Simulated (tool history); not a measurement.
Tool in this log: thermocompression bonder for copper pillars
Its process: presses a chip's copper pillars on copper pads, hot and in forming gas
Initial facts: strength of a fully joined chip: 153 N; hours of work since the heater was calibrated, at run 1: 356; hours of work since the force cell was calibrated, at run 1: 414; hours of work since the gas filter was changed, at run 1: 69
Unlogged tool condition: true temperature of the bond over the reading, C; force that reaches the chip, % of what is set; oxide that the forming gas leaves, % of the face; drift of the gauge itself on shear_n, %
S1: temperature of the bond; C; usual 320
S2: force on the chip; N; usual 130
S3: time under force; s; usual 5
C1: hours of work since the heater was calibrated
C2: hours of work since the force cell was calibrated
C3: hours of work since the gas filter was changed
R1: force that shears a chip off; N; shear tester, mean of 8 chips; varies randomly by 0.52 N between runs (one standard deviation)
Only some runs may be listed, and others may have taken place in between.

| run | hour | S1 | S2 | S3 | C1 | C2 | C3 | R1 |
|---|---|---|---|---|---|---|---|---|
| 1 | 0.0 | 320 | 130 | 5 | 356 | 414 | 69 | 66.4 |
| 2 | 11.7 | 320 | 130 | 5 | 364 | 422 | 77 | 67.0 |
| 3 | 27.2 | 320 | 84 | 5 | 374 | 432 | 88 | 46.3 |
| 4 | 41.4 | 320 | 84 | 5 | 384 | 442 | 97 | 46.2 |
| 5 | 52.8 | 320 | 84 | 5 | 391 | 450 | 105 | 47.0 |
| 6 | 63.2 | 297 | 130 | 5 | 398 | 457 | 112 | 47.8 |
| 7 | 72.0 | 297 | 130 | 5 | 404 | 463 | 118 | 48.9 |
| 8 | 82.4 | 297 | 130 | 5 | 411 | 469 | 125 | 48.1 |
| 9 | 97.0 | 297 | 150 | 5 | 421 | 479 | 134 | 54.4 |
| 10 | 107.5 | 320 | 130 | 5 | 428 | 486 | 141 | 67.7 |
|  | 110.4 | force cell calibrated |
| 11 | 125.9 | 320 | 130 | 5 | 439 | 10 | 153 | 66.7 |
|  | 138.4 | force cell calibrated, once more |
| 12 | 143.8 | 320 | 130 | 5 | 450 | 4 | 164 | 68.3 |
| 13 | 151.4 | 301 | 130 | 5 | 455 | 9 | 169 | 51.9 |
| 14 | 165.8 | 308 | 130 | 6 | 465 | 18 | 178 | 62.0 |

Run 15 comes next. What will it give?
| 15 | 176.3 | 302 | 170 | 5 | 472 | 25 | 186 | ? |

R1: 66.8 N
Were there no unlogged condition in the tool, this run, its random variation unchanged, would have produced R1 62.0 N.
